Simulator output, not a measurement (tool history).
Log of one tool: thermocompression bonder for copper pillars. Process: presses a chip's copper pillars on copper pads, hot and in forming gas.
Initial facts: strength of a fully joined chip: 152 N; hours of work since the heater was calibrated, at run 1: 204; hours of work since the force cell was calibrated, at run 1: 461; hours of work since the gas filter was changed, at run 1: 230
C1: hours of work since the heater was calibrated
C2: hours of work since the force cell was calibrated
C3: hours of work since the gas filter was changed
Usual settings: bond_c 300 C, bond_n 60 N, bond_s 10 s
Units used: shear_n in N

run 1 hour=0.0 | bond_c=300 bond_n=60 bond_s=10 | C1=204 C2=461 C3=230 | shear_n=87.0
run 2 hour=8.1 | bond_c=300 bond_n=60 bond_s=10 | C1=208 C2=465 C3=234 | shear_n=87.7
run 3 hour=22.3 | bond_c=300 bond_n=60 bond_s=10 | C1=214 C2=472 C3=240 | shear_n=88.6
run 4 hour=41.0 | bond_c=300 bond_n=53 bond_s=10 | C1=223 C2=481 C3=249 | shear_n=81.7
run 5 hour=55.7 | bond_c=300 bond_n=53 bond_s=10 | C1=230 C2=488 C3=256 | shear_n=82.7
run 6 hour=72.9 | bond_c=300 bond_n=53 bond_s=10 | C1=238 C2=496 C3=264 | shear_n=81.9
run 7 hour=84.9 | bond_c=300 bond_n=53 bond_s=10 | C1=244 C2=502 C3=270 | shear_n=81.9
run 8 hour=95.7 | bond_c=300 bond_n=53 bond_s=10 | C1=249 C2=507 C3=275 | shear_n=82.0
run 9 hour=105.7 | bond_c=300 bond_n=53 bond_s=10 | C1=254 C2=512 C3=280 | shear_n=80.9
run 10 hour=115.2 | bond_c=300 bond_n=53 bond_s=10 | C1=259 C2=516 C3=285 | shear_n=82.3
run 11 hour=132.5 | bond_c=300 bond_n=53 bond_s=10 | C1=267 C2=524 C3=293 | shear_n=81.6
run 12 hour=147.0 | bond_c=300 bond_n=60 bond_s=10 | C1=274 C2=531 C3=300 | shear_n=84.6
run 13 hour=159.5 | bond_c=300 bond_n=60 bond_s=18 | C1=280 C2=537 C3=306 | shear_n=100.5
run 14 hour=174.1 | bond_c=300 bond_n=60 bond_s=18 | C1=286 C2=544 C3=312 | shear_n=102.6
run 15 hour=182.7 | bond_c=284 bond_n=60 bond_s=10 | C1=291 C2=548 C3=317 | shear_n=71.8
run 16 hour=193.6 | bond_c=284 bond_n=60 bond_s=10 | C1=296 C2=553 C3=322 | shear_n=71.9
run 17 hour=212.6 | bond_c=284 bond_n=60 bond_s=10 | C1=305 C2=562 C3=331 | shear_n=70.4
run 18 hour=231.4 | bond_c=300 bond_n=60 bond_s=21 | C1=314 C2=571 C3=340 | shear_n=104.7
run 19 hour=242.2 | bond_c=300 bond_n=60 bond_s=21 | C1=319 C2=576 C3=345 | shear_n=103.9
run 20 hour=250.1 | bond_c=300 bond_n=60 bond_s=21 | C1=323 C2=580 C3=349 | shear_n=103.4
run 21 hour=257.7 | bond_c=300 bond_n=54 bond_s=10 | C1=326 C2=584 C3=352 | shear_n=80.8
run 22 hour=272.1 | bond_c=300 bond_n=54 bond_s=10 | C1=333 C2=591 C3=359 | shear_n=81.4
run 23 hour=289.7 | bond_c=306 bond_n=54 bond_s=12 | C1=341 C2=599 C3=367 | shear_n=89.8
run 24 hour=303.6 | bond_c=306 bond_n=54 bond_s=12 | C1=348 C2=605 C3=374 | shear_n=89.7
run 25 hour=318.4 | bond_c=284 bond_n=41 bond_s=20 | C1=355 C2=613 C3=381 | shear_n=71.6
run 26 hour=336.5 | bond_c=284 bond_n=41 bond_s=20 | C1=364 C2=621 C3=390 | shear_n=73.6
run 27 hour=344.8 | bond_c=328 bond_n=72 bond_s=10 | C1=368 C2=625 C3=394 | shear_n=113.0
run 28 hour=362.0 | bond_c=300 bond_n=76 bond_s=21 | C1=376 C2=633 C3=402 | shear_n=111.0
-- hour=379.3 forming gas filter changed
run 29 hour=381.6 | bond_c=300 bond_n=41 bond_s=9 | C1=385 C2=642 C3=1 | shear_n=71.0
run 30 hour=399.9 | bond_c=300 bond_n=59 bond_s=10 | C1=393 C2=651 C3=10 | shear_n=88.4
run 31 hour=415.6 | bond_c=290 bond_n=60 bond_s=14 | C1=401 C2=658 C3=17 | shear_n=88.8
run 32 hour=427.4 | bond_c=290 bond_n=60 bond_s=14 | C1=406 C2=664 C3=23 | shear_n=88.6
run 33 hour=441.5 | bond_c=290 bond_n=60 bond_s=14 | C1=413 C2=671 C3=30 | shear_n=87.8
run 34 hour=453.9 | bond_c=290 bond_n=60 bond_s=14 | C1=419 C2=677 C3=35 | shear_n=87.6
run 35 hour=465.8 | bond_c=290 bond_n=60 bond_s=14 | C1=425 C2=682 C3=41 | shear_n=87.4
run 36 hour=484.5 | bond_c=281 bond_n=76 bond_s=7 | C1=434 C2=691 C3=50 | shear_n=69.9

For run 37, what comes out?
run 37 hour=492.7 | bond_c=281 bond_n=87 bond_s=8 | C1=438 C2=695 C3=54 | shear_n=?

shear_n: 77.4 N
On a tool with no hidden condition, and with the same random variation, this run would have come out at shear_n 84.0 N.

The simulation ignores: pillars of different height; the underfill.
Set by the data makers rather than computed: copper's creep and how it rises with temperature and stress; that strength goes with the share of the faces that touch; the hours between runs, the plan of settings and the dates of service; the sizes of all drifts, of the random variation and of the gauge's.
